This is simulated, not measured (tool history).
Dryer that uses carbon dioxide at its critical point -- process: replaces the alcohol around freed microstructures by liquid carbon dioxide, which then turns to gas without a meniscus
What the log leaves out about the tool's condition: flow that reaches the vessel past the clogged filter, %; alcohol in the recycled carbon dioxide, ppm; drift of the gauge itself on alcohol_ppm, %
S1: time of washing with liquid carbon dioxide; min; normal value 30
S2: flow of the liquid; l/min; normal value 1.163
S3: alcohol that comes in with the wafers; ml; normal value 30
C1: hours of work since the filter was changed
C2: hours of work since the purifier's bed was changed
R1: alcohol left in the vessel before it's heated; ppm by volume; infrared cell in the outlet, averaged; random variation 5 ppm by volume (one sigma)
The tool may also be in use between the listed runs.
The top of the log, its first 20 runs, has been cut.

| run | day | S1 | S2 | S3 | C1 | C2 | R1 |
|---|---|---|---|---|---|---|---|
| 21 | 14.258 | 27 | 1.81 | 24 | 85 | 300 | 55 |
| 22 | 15.204 | 27 | 1.81 | 24 | 95 | 311 | 52 |
| 23 | 15.996 | 24 | 1.67 | 21 | 104 | 319 | 66 |
| 24 | 16.788 | 24 | 1.67 | 21 | 113 | 328 | 75 |
| 25 | 17.733 | 44 | 0.74 | 87 | 123 | 339 | 123 |
| 26 | 18.608 | 44 | 0.74 | 87 | 133 | 348 | 136 |
| 27 | 19.371 | 28 | 1.31 | 23 | 141 | 357 | 72 |
| 28 | 19.971 | 30 | 1.163 | 23 | 148 | 363 | 83 |
| 29 | 20.921 | 30 | 1.29 | 38 | 158 | 374 | 77 |
| 30 | 21.862 | 19 | 1.163 | 30 | 169 | 384 | 210 |
| 31 | 22.788 | 19 | 1.163 | 30 | 179 | 395 | 214 |
| 32 | 23.779 | 28 | 1.53 | 30 | 190 | 406 | 75 |
| 33 | 24.312 | 30 | 1.163 | 73 | 196 | 411 | 108 |
| 34 | 25.296 | 30 | 1.163 | 73 | 207 | 422 | 118 |
| 35 | 26.079 | 30 | 1.163 | 73 | 215 | 431 | 119 |
| 36 | 26.546 | 30 | 1.163 | 73 | 221 | 436 | 110 |

Alternative continuations, all from the tool just after run 36; predict every row:
| A | 27.371 | 23 | 0.95 | 42 | 230 | 445 | ? |
| B | 27.371 | 20 | 1.81 | 73 | 230 | 445 | ? |
| C | 27.371 | 30 | 1.163 | 77 | 230 | 445 | ? |
| D | 27.371 | 30 | 1.66 | 30 | 230 | 445 | ? |

| run | R1 |
|---|---|
| A | 316 |
| B | 110 |
| C | 125 |
| D | 77 |
Without the tool's hidden state the same runs would have given:
| run | R1 |
|---|---|
| A | 161 |
| B | 19 |
| C | 28 |
| D | 0 |
